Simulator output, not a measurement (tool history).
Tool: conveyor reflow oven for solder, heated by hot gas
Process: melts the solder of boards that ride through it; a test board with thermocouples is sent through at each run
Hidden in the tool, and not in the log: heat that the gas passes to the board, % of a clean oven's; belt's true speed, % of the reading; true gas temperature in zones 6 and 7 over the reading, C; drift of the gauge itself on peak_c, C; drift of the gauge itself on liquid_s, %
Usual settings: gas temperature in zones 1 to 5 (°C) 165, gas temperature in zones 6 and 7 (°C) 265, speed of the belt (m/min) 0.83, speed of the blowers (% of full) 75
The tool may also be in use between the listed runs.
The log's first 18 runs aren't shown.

| run | hour | gas temperature in zones 1 to 5 (°C) | gas temperature in zones 6 and 7 (°C) | speed of the belt (m/min) | speed of the blowers (% of full) | hours of work since the flux was cleaned out | hours of work since the belt drive was overhauled | hours of work since the thermocouples were changed | highest temperature of the board (°C) | time above the solder's melting point (s) |
|---|---|---|---|---|---|---|---|---|---|---|
|  | 214.9 | flux residue cleaned out of gas plates and filters, once more |
| 19 | 220.9 | 178 | 265 | 0.714 | 56 | 4 | 308 | 515 | 249.4 | 43.3 |
| 20 | 232.3 | 170 | 264 | 0.69 | 75 | 11 | 315 | 522 | 253.4 | 46.9 |
| 21 | 250.4 | 165 | 265 | 0.743 | 75 | 23 | 327 | 534 | 252.1 | 41.2 |
| 22 | 261.4 | 165 | 259 | 0.743 | 75 | 31 | 334 | 541 | 246.4 | 38.7 |
| 23 | 279 | 165 | 259 | 0.743 | 75 | 42 | 346 | 553 | 246.2 | 38.4 |
| 24 | 290.1 | 165 | 259 | 0.899 | 62 | 49 | 353 | 560 | 236.7 | 23.4 |
| 25 | 302.6 | 165 | 259 | 0.899 | 62 | 58 | 361 | 569 | 237.1 | 23.3 |
| 26 | 317.8 | 165 | 259 | 0.899 | 62 | 68 | 371 | 579 | 236.4 | 23.1 |
| 27 | 328.1 | 171 | 265 | 0.83 | 75 | 74 | 378 | 585 | 249.2 | 36.3 |
| 28 | 343.2 | 171 | 265 | 0.83 | 75 | 84 | 388 | 595 | 250.7 | 36.6 |
| 29 | 360.5 | 165 | 259 | 0.83 | 75 | 96 | 399 | 607 | 243.9 | 31.5 |
| 30 | 374.3 | 165 | 253 | 0.83 | 52 | 105 | 408 | 616 | 230.4 | 18.7 |

Forecast each of these 3 alternatives for the next run:
| A | 388.1 | 165 | 273 | 0.83 | 52 | 114 | 418 | 625 | ? | ? |
| B | 388.1 | 179 | 264 | 0.83 | 70 | 114 | 418 | 625 | ? | ? |
| C | 388.1 | 157 | 273 | 0.717 | 75 | 114 | 418 | 625 | ? | ? |

| run | highest temperature of the board (°C) | time above the solder's melting point (s) |
|---|---|---|
| A | 245.2 | 31.8 |
| B | 248.6 | 38.1 |
| C | 259 | 44.2 |
Without the tool's hidden state the same runs would have given:
| run | highest temperature of the board (°C) | time above the solder's melting point (s) |
|---|---|---|
| A | 247 | 32.7 |
| B | 250.6 | 38.9 |
| C | 261.1 | 44.9 |
